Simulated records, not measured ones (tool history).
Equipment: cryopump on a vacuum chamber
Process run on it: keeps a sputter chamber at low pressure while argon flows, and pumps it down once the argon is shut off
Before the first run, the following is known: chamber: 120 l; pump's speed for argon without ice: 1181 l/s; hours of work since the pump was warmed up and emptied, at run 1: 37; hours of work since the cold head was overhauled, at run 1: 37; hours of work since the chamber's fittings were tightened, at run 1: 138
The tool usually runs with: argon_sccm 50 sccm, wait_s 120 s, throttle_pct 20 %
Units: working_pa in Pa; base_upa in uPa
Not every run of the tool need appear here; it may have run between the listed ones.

run	hour	argon_sccm	wait_s	throttle_pct	hours of work since the pump was warmed up and emptied	hours of work since the cold head was overhauled	hours of work since the chamber's fittings were tightened	working_pa	base_upa
1	0	50	120	20	37	37	138	0.3569	0.83
2	24	50	120	20	52	52	153	0.3588	0.84
3	41.5	50	120	20	62	62	163	0.3585	0.88
4	76.2	50	120	20	82	82	183	0.3606	0.87
5	93.6	50	120	20	92	92	194	0.3586	0.9
6	122.5	50	120	20	109	109	211	0.3602	0.9
7	165.2	50	120	20	135	135	236	0.3606	0.89
8	194.7	50	36	20	152	152	253	0.3614	2.08
9	225.3	50	120	44	170	170	271	0.1667	0.93
10	243.1	50	120	20	180	180	281	0.3618	0.93
11	280.2	50	120	20	202	202	303	0.3628	0.92
12	321.4	50	120	20	226	226	327	0.3614	0.99
13	358.8	50	193	20	248	248	349	0.3641	0.8
14	401.9	50	193	20	274	274	375	0.3642	0.82
15	430	50	193	20	290	290	391	0.3663	0.85
16	447.3	50	193	20	300	300	402	0.3631	0.83
17	469.3	50	193	20	313	313	414	0.3648	0.86
18	495.5	36	142	22	329	329	430	0.2385	0.91
19	514.3	50	21	21	340	340	441	0.3483	3.24
20	542.7	35	120	15	357	357	458	0.341	1.03
21	562.2	24	22	56	368	368	469	0.0656	3.21
22	594.9	30	153	36	387	387	488	0.1247	0.97
23	618	30	76	36	401	401	502	0.1241	1.35
24	660.3	30	76	36	426	426	527	0.1245	1.29
25	682.9	50	29	16	439	439	540	0.4596	2.57
26	705.7	48	172	24	452	452	553	0.2953	0.99
27	726.9	51	37	17	465	465	566	0.4371	2.24
28	753.7	51	37	17	481	481	582	0.4401	2.18
29	789.5	51	37	17	502	502	603	0.4401	2.26
30	824.3	59	32	54	522	522	623	0.1709	2.5
31	864.9	42	164	23	546	546	647	0.2712	1.06
32	900.2	42	164	23	567	567	668	0.2696	1.05

Results per run with the tool's hidden condition removed, run-to-run variation unchanged:
Hidden conditions of the tool in this case: pump's speed, % of a pump's without ice; cold plate's temperature, K; leak into the chamber, uPa l/s; drift of the gauge itself on working_pa, %; drift of the gauge itself on base_upa, %.
run	working_pa	base_upa
1	0.3559	0.73
2	0.3576	0.73
3	0.357	0.76
4	0.3588	0.74
5	0.3566	0.76
6	0.3578	0.75
7	0.3578	0.73
8	0.3582	1.9
9	0.1631	0.74
10	0.358	0.75
11	0.3585	0.72
12	0.3566	0.76
13	0.3587	0.57
14	0.3583	0.57
15	0.36	0.59
16	0.3566	0.56
17	0.358	0.58
18	0.2333	0.62
19	0.3409	2.95
20	0.3355	0.72
21	0.0617	2.88
22	0.1195	0.64
23	0.1188	1
24	0.1188	0.94
25	0.4496	2.2
26	0.2855	0.61
27	0.4265	1.85
28	0.429	1.77
29	0.4285	1.84
30	0.1568	2.07
31	0.2607	0.6
32	0.2588	0.59
